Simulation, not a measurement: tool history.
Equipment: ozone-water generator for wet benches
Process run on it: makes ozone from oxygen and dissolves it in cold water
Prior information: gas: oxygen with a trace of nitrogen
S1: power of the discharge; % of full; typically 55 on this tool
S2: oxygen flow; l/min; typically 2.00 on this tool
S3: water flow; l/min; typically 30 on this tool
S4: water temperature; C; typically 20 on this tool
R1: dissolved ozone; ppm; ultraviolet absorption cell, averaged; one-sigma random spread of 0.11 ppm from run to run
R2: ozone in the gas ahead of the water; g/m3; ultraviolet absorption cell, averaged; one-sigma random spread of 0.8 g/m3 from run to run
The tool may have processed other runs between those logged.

run	day	S1	S2	S3	S4	R1	R2
1	0.000	55	2.00	30	20	5.5	125.3
2	1.646	55	2.00	30	20	5.6	125.3
3	2.638	55	2.00	30	20	5.6	124.0
4	4.025	55	2.00	30	20	5.7	124.2
5	5.279	55	2.00	30	22	5.5	126.0
6	6.292	55	2.00	30	13	5.8	125.3
7	7.988	99	2.00	30	20	9.3	211.7
8	8.833	99	2.00	30	20	9.2	213.1
9	10.025	99	2.00	30	20	9.4	214.4
10	11.133	99	2.00	30	20	9.3	215.4
11	12.454	55	2.00	30	20	5.6	125.3
12	13.771	81	2.00	26	20	9.1	178.8
13	14.488	81	2.00	26	20	9.2	178.4
14	15.721	81	2.00	26	20	9.3	178.9
15	16.938	81	2.00	26	20	9.2	177.1
16	17.771	81	2.00	26	20	9.3	177.4
17	18.900	96	2.00	42	20	6.2	210.9
18	20.325	96	2.00	42	20	6.1	207.0
19	21.333	81	2.00	23	20	10.5	178.2
20	22.338	55	2.00	31	15	5.5	125.2
21	23.412	55	1.47	31	15	4.9	150.3

Not shown: 1 entry that the log had between the listed runs. Between which runs, and how does the tool's hidden state differ before and after?
Logged between run 9 and run 10: water thermometer calibrated (day 10.167)
  nothing in the hidden state changes from one run to the other

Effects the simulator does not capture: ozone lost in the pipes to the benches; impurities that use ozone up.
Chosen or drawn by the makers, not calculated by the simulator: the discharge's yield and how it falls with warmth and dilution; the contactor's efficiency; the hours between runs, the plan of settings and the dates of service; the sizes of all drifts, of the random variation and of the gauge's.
